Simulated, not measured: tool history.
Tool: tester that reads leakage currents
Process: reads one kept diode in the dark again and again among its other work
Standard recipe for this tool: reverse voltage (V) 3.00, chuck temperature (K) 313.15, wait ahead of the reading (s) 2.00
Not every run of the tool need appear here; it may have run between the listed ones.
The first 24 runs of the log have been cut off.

run,day,reverse voltage (V),chuck temperature (K),wait ahead of the reading (s),hours of work since the probe card was cleaned,hours of work since the tester was calibrated,hours of work since the chuck was calibrated,current that the tester gives (pA)
25,26.821,4.34,293.15,0.36,1120,284,190,45.77
26,27.458,1.20,301.15,2.90,1132,296,202,48.93
27,28.167,1.20,331.15,2.90,1145,310,216,500.45
28,29.604,8.76,313.15,2.00,1173,337,243,308.14
29,30.529,2.81,312.15,2.00,1190,354,260,174.52
30,31.225,2.81,312.15,2.00,1203,368,274,174.54
31,32.279,1.37,313.15,2.00,1223,387,294,138.86
32,33.021,13.85,307.15,1.66,1237,401,308,236.03
33,34.275,1.44,298.15,2.00,1261,425,331,41.45
34,34.975,7.88,298.15,2.00,1274,438,345,87.90
35,36.058,1.44,309.15,1.85,1295,459,365,103.59
36,37.158,3.14,313.15,0.87,1315,480,386,199.90

Consider 5 possible next runs. They are alternatives, not a sequence: every one starts from the tool as it was left by run 36. What does each give?
A,38.596,6.14,313.15,0.87,1343,507,413,?
B,38.596,3.14,308.15,2.55,1343,507,413,?
C,38.596,6.53,306.15,0.37,1343,507,413,?
D,38.596,6.01,313.15,1.62,1343,507,413,?
E,38.596,6.62,313.15,0.45,1343,507,413,?

run,current that the tester gives (pA)
A,268.46
B,133.96
C,160.08
D,264.99
E,277.68
Take away the tool's hidden state, keep each run's random variation, and the runs would have read:
run,current that the tester gives (pA)
A,264.82
B,132.08
C,156.92
D,261.41
E,273.85

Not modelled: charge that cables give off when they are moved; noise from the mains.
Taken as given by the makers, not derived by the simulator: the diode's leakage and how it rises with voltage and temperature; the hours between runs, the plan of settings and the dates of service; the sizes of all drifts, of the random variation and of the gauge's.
